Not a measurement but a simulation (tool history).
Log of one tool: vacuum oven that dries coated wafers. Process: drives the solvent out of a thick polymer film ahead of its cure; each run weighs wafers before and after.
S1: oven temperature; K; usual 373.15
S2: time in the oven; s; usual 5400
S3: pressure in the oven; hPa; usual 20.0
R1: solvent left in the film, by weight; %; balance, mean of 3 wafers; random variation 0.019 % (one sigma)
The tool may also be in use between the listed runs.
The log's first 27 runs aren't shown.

run	hour	S1	S2	S3	R1
28	304.1	379.15	9720	10.5	0.26
29	314.3	377.15	4200	52.0	1.80
30	325.4	377.15	4200	52.0	1.82
31	334.6	382.15	7560	52.0	1.32
32	346.3	359.15	3960	31.2	5.05
33	354.5	381.15	5400	48.8	1.26
34	363.1	368.15	4560	20.0	2.00
35	375.4	368.15	4560	20.0	2.00
36	384.8	368.15	4560	20.0	1.99
37	392.7	363.15	4560	43.8	3.99
38	401.2	359.15	5400	71.2	5.79
39	415.7	373.15	4080	36.2	1.91

Forecast run 40:
40	423.2	363.15	3180	47.8	?

Run 40 gave R1 5.28 %.
Without the tool's hidden state the same run would have given R1 5.29 %.

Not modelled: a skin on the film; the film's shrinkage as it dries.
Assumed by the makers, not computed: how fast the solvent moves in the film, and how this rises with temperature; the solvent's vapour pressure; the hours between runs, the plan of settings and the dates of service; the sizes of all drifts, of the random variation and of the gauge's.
